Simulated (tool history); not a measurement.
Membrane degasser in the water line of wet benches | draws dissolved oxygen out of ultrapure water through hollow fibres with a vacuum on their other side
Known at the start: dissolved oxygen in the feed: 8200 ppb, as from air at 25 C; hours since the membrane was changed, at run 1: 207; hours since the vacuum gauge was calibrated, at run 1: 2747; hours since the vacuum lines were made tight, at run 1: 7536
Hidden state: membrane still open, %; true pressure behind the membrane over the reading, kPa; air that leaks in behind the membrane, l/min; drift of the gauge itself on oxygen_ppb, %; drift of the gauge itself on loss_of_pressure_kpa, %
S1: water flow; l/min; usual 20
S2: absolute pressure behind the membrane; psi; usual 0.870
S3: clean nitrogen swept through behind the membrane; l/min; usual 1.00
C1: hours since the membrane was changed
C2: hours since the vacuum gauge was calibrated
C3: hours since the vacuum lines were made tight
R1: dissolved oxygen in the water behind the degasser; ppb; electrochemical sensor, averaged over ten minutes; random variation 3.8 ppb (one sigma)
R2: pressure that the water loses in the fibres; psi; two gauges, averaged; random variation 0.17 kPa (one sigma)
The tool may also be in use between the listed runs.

run,day,S1,S2,S3,C1,C2,C3,R1,R2
1,0.000,20,0.870,1.00,207,2747,7536,389.7,3.684
2,2.183,20,0.870,0.69,259,2799,7589,435.1,3.664
3,4.038,20,0.561,1.00,304,2844,7633,301.5,3.681
4,4.950,18,0.870,1.00,326,2866,7655,326.4,3.304
5,6.992,18,0.870,1.00,375,2915,7704,328.8,3.320
6,7.983,18,0.870,1.00,399,2938,7728,327.7,3.337
7,10.075,18,0.870,1.00,449,2989,7778,331.0,3.337
8,11.167,20,0.870,1.00,475,3015,7804,392.1,3.655
9,12.650,20,0.870,1.00,511,3050,7840,385.7,3.722
10,13.796,20,0.870,1.00,538,3078,7867,390.8,3.661
11,15.175,22,0.870,1.00,571,3111,7900,468.1,4.048
12,17.146,22,0.870,1.00,619,3158,7948,461.3,4.064
13,19.400,22,0.870,1.00,673,3212,8002,469.8,4.107
14,20.538,20,0.870,1.00,700,3240,8029,399.7,3.693
15,22.554,16,0.870,1.00,748,3288,8077,265.1,2.956
16,23.758,16,0.870,1.00,777,3317,8106,266.3,2.989
17,25.050,16,0.870,1.00,808,3348,8137,266.8,2.920
18,26.492,16,0.870,1.00,843,3383,8172,267.1,2.979
19,27.871,16,0.986,2.39,876,3416,8205,223.7,2.936
20,29.650,17,1.720,2.39,919,3458,8248,335.8,3.150
21,31.042,12,0.566,0.84,952,3492,8281,102.4,2.221
22,33.196,21,0.870,1.00,1004,3544,8333,428.6,3.830
23,35.438,20,1.521,0.93,1058,3597,8387,595.8,3.636
24,37.262,20,1.343,0.47,1101,3641,8430,749.1,3.640
25,39.025,20,1.343,0.47,1144,3683,8473,753.5,3.665
26,41.171,18,1.218,2.81,1195,3735,8524,294.3,3.334
27,42.117,18,1.780,1.35,1218,3758,8547,502.0,3.343
28,43.638,20,0.776,1.00,1254,3794,8583,360.9,3.710
29,45.358,20,0.776,1.00,1296,3835,8625,369.9,3.680
30,47.129,18,1.495,1.00,1338,3878,8667,496.4,3.356
31,48.842,20,1.553,1.00,1379,3919,8708,589.6,3.685
32,50.608,30,1.633,1.00,1422,3961,8751,1031.4,5.571
33,52.054,31,0.679,1.00,1456,3996,8785,708.9,5.730

The same runs without the tool's hidden state, with the same run-to-run variation:
run,R1,R2
1,380.9,3.683
2,424.2,3.661
3,293.7,3.678
4,317.3,3.301
5,319.4,3.316
6,318.2,3.333
7,321.2,3.332
8,381.8,3.649
9,375.5,3.716
10,380.3,3.655
11,456.7,4.041
12,449.8,4.055
13,457.7,4.099
14,388.1,3.684
15,254.8,2.949
16,255.7,2.982
17,256.1,2.911
18,256.2,2.970
19,216.6,2.925
20,325.2,3.142
21,94.3,2.213
22,415.1,3.817
23,578.6,3.622
24,730.9,3.626
25,735.0,3.651
26,285.3,3.320
27,484.8,3.329
28,347.2,3.694
29,355.7,3.664
30,478.7,3.340
31,570.9,3.668
32,1010.0,5.543
33,689.0,5.701

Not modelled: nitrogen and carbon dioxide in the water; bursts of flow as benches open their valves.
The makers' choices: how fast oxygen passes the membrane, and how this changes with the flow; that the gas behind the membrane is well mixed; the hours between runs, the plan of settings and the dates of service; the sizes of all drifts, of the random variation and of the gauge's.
